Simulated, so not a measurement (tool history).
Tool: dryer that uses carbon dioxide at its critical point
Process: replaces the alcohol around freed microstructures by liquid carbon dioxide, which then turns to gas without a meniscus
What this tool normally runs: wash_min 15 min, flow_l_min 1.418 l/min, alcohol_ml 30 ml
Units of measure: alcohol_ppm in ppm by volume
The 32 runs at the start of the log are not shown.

Run 33, hour 1016.1: usual settings but wash_min 10 min, alcohol_ml 102 ml. Result: alcohol_ppm 1826 ppm by volume.
Run 34, hour 1052.0: usual settings but wash_min 21 min, flow_l_min 2.130 l/min, alcohol_ml 81 ml. Result: alcohol_ppm 223 ppm by volume.
Run 35, hour 1086.2: usual settings but wash_min 21 min, flow_l_min 2.130 l/min, alcohol_ml 81 ml. Result: alcohol_ppm 237 ppm by volume.
Run 36, hour 1105.4: usual settings but alcohol_ml 31 ml. Result: alcohol_ppm 350 ppm by volume.
Run 37, hour 1149.8: usual settings but alcohol_ml 31 ml. Result: alcohol_ppm 359 ppm by volume.
Run 38, hour 1182.6: usual settings but wash_min 17 min, flow_l_min 1.050 l/min, alcohol_ml 71 ml. Result: alcohol_ppm 788 ppm by volume.
Run 39, hour 1223.4: usual settings but flow_l_min 2.350 l/min. Result: alcohol_ppm 243 ppm by volume.
Run 40, hour 1242.0: usual settings but wash_min 10 min, flow_l_min 1.320 l/min, alcohol_ml 24 ml. Result: alcohol_ppm 734 ppm by volume.

5 ways to go on from here, each from the tool as it stands after run 40. What would each give?
Run A, hour 1286.7: usual settings but flow_l_min 2.300 l/min, alcohol_ml 28 ml. Result: alcohol_ppm ?.
Run B, hour 1286.7: usual settings but wash_min 10 min, flow_l_min 0.860 l/min, alcohol_ml 111 ml. Result: alcohol_ppm ?.
Run C, hour 1286.7: usual settings but wash_min 13 min. Result: alcohol_ppm ?.
Run D, hour 1286.7: usual settings but wash_min 21 min, flow_l_min 1.790 l/min, alcohol_ml 37 ml. Result: alcohol_ppm ?.
Run E, hour 1286.7: usual settings but wash_min 10 min, flow_l_min 1.320 l/min, alcohol_ml 104 ml. Result: alcohol_ppm ?.

run  alcohol_ppm
  A          252
  B         5559
  C          468
  D          252
  E         2365
Take away the tool's hidden state, keep each run's random variation, and the runs would have read:
run  alcohol_ppm
  A            8
  B         4642
  C          170
  D            9
  E         1715
